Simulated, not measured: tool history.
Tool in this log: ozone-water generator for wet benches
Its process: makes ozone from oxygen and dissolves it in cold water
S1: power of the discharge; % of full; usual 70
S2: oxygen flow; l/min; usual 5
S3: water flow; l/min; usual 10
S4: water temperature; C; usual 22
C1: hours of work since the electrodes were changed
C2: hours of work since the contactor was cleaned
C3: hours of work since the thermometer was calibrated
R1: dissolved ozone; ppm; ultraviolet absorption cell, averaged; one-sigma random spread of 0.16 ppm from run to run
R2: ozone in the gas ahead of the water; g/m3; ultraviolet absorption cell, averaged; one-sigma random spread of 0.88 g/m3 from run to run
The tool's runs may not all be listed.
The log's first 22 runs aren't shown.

run	day	S1	S2	S3	S4	C1	C2	C3	R1	R2
23	57.117	67	5	10	18	1614	3343	1944	18.8	127.3
24	59.692	70	4.98	10	22	1651	3381	1981	18.3	133.3
25	61.671	70	4.98	10	22	1679	3409	2009	18.2	133.7
26	64.321	70	4.98	10	22	1717	3447	2047	18.1	133.3
27	67.504	70	4.98	10	22	1763	3493	2093	17.5	132.5
28	69.762	70	4.98	10	22	1796	3526	2126	17.9	131.1
29	72.45	70	3.19	12	22	1835	3564	2165	15.7	156
30	75.242	70	3.96	12	22	1875	3605	2205	15.8	143.4
31	79.325	70	2.6	11	26	1934	3663	2264	15.1	168.2

Consider 3 possible next runs. They are alternatives, not a sequence: every one starts from the tool as it was left by run 31. What does each give?
A	82.988	70	5	8	22	1986	3716	2316	?	?
B	82.988	78	3.25	11	27	1986	3716	2316	?	?
C	82.988	97	2.6	13	26	1986	3716	2316	?	?

run	R1	R2
A	19.9	129.3
B	16.2	168.4
C	16.9	216.8
Take away the tool's hidden state, keep each run's random variation, and the runs would have read:
run	R1	R2
A	23.4	143.6
B	19.3	188.8
C	20.7	247.8
